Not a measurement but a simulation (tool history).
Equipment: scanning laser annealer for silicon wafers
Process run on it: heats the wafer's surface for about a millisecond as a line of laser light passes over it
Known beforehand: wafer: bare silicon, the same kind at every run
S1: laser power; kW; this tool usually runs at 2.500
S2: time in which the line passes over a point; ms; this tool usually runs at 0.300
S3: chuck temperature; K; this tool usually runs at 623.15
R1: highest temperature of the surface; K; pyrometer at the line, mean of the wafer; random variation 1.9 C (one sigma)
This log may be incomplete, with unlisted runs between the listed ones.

run 1 hour=0.0 | S1=2.500 S2=0.300 S3=623.15 | R1=1424.15
run 2 hour=11.9 | S1=2.500 S2=0.300 S3=623.15 | R1=1422.15
run 3 hour=18.9 | S1=2.500 S2=0.300 S3=623.15 | R1=1422.15
run 4 hour=32.5 | S1=2.500 S2=0.300 S3=623.15 | R1=1422.15
run 5 hour=43.9 | S1=2.500 S2=0.300 S3=623.15 | R1=1424.15
run 6 hour=53.5 | S1=2.500 S2=0.300 S3=623.15 | R1=1425.15
run 7 hour=59.9 | S1=2.500 S2=0.300 S3=609.15 | R1=1407.15
run 8 hour=71.0 | S1=2.500 S2=0.300 S3=623.15 | R1=1424.15
run 9 hour=82.4 | S1=2.500 S2=0.300 S3=623.15 | R1=1420.15
run 10 hour=89.2 | S1=2.500 S2=0.300 S3=623.15 | R1=1418.15
run 11 hour=102.7 | S1=2.500 S2=0.300 S3=628.15 | R1=1425.15
run 12 hour=110.0 | S1=2.500 S2=0.300 S3=628.15 | R1=1421.15
run 13 hour=120.2 | S1=2.500 S2=0.276 S3=623.15 | R1=1391.15
run 14 hour=126.8 | S1=2.500 S2=0.276 S3=623.15 | R1=1390.15
run 15 hour=136.9 | S1=2.500 S2=0.300 S3=637.15 | R1=1432.15
run 16 hour=146.2 | S1=2.500 S2=0.300 S3=623.15 | R1=1417.15
run 17 hour=155.3 | S1=2.679 S2=0.300 S3=623.15 | R1=1468.15
run 18 hour=165.9 | S1=2.500 S2=0.300 S3=623.15 | R1=1418.15
run 19 hour=177.5 | S1=2.500 S2=0.300 S3=639.15 | R1=1432.15
run 20 hour=190.8 | S1=2.500 S2=0.300 S3=639.15 | R1=1430.15
run 21 hour=196.8 | S1=2.289 S2=0.300 S3=639.15 | R1=1371.15
run 22 hour=203.5 | S1=2.534 S2=0.235 S3=623.15 | R1=1338.15
run 23 hour=209.4 | S1=2.534 S2=0.235 S3=623.15 | R1=1336.15
run 24 hour=216.2 | S1=2.353 S2=0.364 S3=590.15 | R1=1415.15
run 25 hour=229.4 | S1=2.451 S2=0.232 S3=623.15 | R1=1304.15
run 26 hour=240.2 | S1=2.326 S2=0.260 S3=592.15 | R1=1284.15
run 27 hour=253.7 | S1=2.268 S2=0.300 S3=623.15 | R1=1342.15
run 28 hour=267.4 | S1=2.268 S2=0.365 S3=619.15 | R1=1415.15
run 29 hour=279.6 | S1=2.268 S2=0.365 S3=594.15 | R1=1387.15
run 30 hour=290.3 | S1=2.220 S2=0.343 S3=639.15 | R1=1395.15
run 31 hour=301.6 | S1=2.500 S2=0.272 S3=652.15 | R1=1405.15
run 32 hour=314.9 | S1=2.399 S2=0.214 S3=618.15 | R1=1261.15
run 33 hour=328.7 | S1=2.399 S2=0.214 S3=618.15 | R1=1261.15
run 34 hour=334.9 | S1=2.399 S2=0.214 S3=618.15 | R1=1264.15
run 35 hour=348.3 | S1=2.318 S2=0.224 S3=604.15 | R1=1239.15
run 36 hour=360.7 | S1=2.180 S2=0.239 S3=662.15 | R1=1281.15
run 37 hour=374.2 | S1=2.180 S2=0.239 S3=653.15 | R1=1272.15
run 38 hour=383.8 | S1=2.477 S2=0.300 S3=615.15 | R1=1397.15
run 39 hour=392.5 | S1=2.361 S2=0.216 S3=605.15 | R1=1241.15
run 40 hour=400.6 | S1=2.450 S2=0.306 S3=605.15 | R1=1381.15
run 41 hour=413.5 | S1=2.287 S2=0.357 S3=605.15 | R1=1391.15

A few steps of R1 between consecutive runs. Split each: what settings, incoming material and random variation would produce without the hidden state, and what is left over for the hidden state, along with gauge scatter present in only one of the two compared results (measured, and without hidden state):
Hidden state present: light that passes the window, % of a clean one's; laser's true power over the reading, %; width of the line over the set one, %; drift of the gauge itself on peak_c, C.
Run 31 -> 32: S1 2.500 -> 2.399, S2 0.272 -> 0.214, S3 652.15 -> 618.15. R1 -144.00 K: hidden state +4.00, all else -148.00.
Run 37 -> 38: S1 2.180 -> 2.477, S2 0.239 -> 0.300, S3 653.15 -> 615.15. R1 +125.00 K: hidden state -7.00, all else +132.00.
Run 38 -> 39: S1 2.477 -> 2.361, S2 0.300 -> 0.216, S3 615.15 -> 605.15. R1 -156.00 K: hidden state +6.00, all else -162.00.
Run 39 -> 40: S1 2.361 -> 2.450, S2 0.216 -> 0.306. R1 +140.00 K: hidden state -7.00, all else +147.00.
